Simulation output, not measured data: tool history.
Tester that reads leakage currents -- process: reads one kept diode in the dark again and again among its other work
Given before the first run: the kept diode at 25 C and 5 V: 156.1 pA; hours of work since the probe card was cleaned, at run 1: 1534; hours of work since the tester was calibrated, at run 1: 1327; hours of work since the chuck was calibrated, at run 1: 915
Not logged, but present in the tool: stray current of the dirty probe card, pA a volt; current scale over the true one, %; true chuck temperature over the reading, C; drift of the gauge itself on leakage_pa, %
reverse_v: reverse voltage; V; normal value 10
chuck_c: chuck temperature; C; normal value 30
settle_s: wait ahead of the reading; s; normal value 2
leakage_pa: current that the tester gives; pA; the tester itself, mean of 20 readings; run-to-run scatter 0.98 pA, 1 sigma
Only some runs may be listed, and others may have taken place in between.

run    hour  reverse_v  chuck_c  settle_s  hours of work since the probe card was cleaned  hours of work since the tester was calibrated  hours of work since the chuck was calibrated  leakage_pa
  1       0         10       30         2                                            1534                                           1327                                           915      321.41
  2   118.3         10       30         2                                            1601                                           1395                                           982      324.53
  3   213.8         10       30      8.28                                            1656                                           1449                                          1036      318.52
  4   320.5         10       30      0.47                                            1716                                           1510                                          1097      324.68
  5   423.8         10       48         2                                            1775                                           1568                                          1156     1360.69
  6     487         10       30         2                                            1811                                           1604                                          1192      319.83
  7   609.2         10       30         2                                            1880                                           1674                                          1261      318.12
  8   683.8         10       55         2                                            1923                                           1716                                          1304     2292.32
  9   755.2         10       38         2                                            1964                                           1757                                          1344      609.14
 10   851.3        2.6       38         2                                            2018                                           1812                                          1399      339.18
 11   956.2        1.2       30         2                                            2078                                           1871                                          1459      123.79
 12  1027.1         10       30         9                                            2118                                           1912                                          1499      311.08
     1046.9  -- probe card cleaned and baked
 13  1128.2         10       30         9                                              46                                           1967                                          1555      293.48
 14  1223.7         10       26         9                                             101                                           2022                                          1609      204.95
     1256.1  -- chuck's temperature calibrated
 15  1289.8         10       26         9                                             137                                           2058                                            19      232.27
 16  1431.4         10       26         9                                             218                                           2139                                           100      230.82
 17  1566.9         10       26         9                                             295                                           2216                                           177      230.85
 18  1645.1         10       26         9                                             339                                           2260                                           221      230.61
 19  1788.5         10       30         2                                             421                                           2342                                           303      326.25
 20  1850.3         10       34         2                                             456                                           2377                                           338      461.39
 21  1973.1          4       55         2                                             526                                           2447                                           408     1659.96
 22  2040.8        3.7       30         2                                             564                                           2485                                           446       212.4
 23  2143.6        3.7       30         2                                             623                                           2544                                           505      210.84
 24  2255.4        1.4       31         2                                             686                                           2607                                           568      152.83
 25  2355.6        1.4       60       8.9                                             743                                           2664                                           625     1513.61
 26  2472.3         10       20         2                                             809                                           2731                                           692      134.06
 27  2567.4        3.5       31         2                                             864                                           2785                                           746         221
 28  2711.1        2.8       25      1.36                                             945                                           2866                                           827      117.61
 29  2796.7        2.8       25      1.36                                             994                                           2915                                           876      117.78
 30  2888.3         10       30      1.06                                            1046                                           2967                                           928      317.07
 31    3026         10       30      1.06                                            1124                                           3045                                          1007      314.73
 32  3107.3       16.1       44      1.72                                            1171                                           3092                                          1053     1216.66
 33    3191        4.6       30         2                                            1218                                           3139                                          1100      224.09
 34  3289.4          1       39      0.34                                            1274                                           3195                                          1156      249.12
 35  3430.1          1       39      0.34                                            1354                                           3275                                          1236      248.22
 36  3493.3         10       22         2                                            1390                                           3311                                          1272      157.44
 37  3575.5         10       22         2                                            1437                                           3358                                          1319      156.66
 38  3715.2       15.7       45      0.65                                            1516                                           3437                                          1398     1279.76
 39  3792.5          8       29         2                                            1560                                           3481                                          1442      256.67
 40  3896.6          8       29         2                                            1620                                           3541                                          1502      255.41

Hidden condition of the tool, last listed run before each entry between runs versus first listed run after:
Run 12 -> run 13: probe card cleaned and baked (hour 1046.9)
  stray current of the dirty probe card, pA a volt: 1.805 -> 0.06; current scale over the true one, %: 0.79 -> 0.81; true chuck temperature over the reading, C: -1.25 -> -1.31
  difference, measured minus the result without the unlogged condition, leakage_pa: -13.49 -> -32.47 pA
Run 14 -> run 15: chuck's temperature calibrated (hour 1256.1)
  stray current of the dirty probe card, pA a volt: 0.105 -> 0.138; current scale over the true one, %: 0.83 -> 0.85; true chuck temperature over the reading, C: -1.36 -> 0.04
  difference, measured minus the result without the unlogged condition, leakage_pa: -23.75 -> +3.86 pA
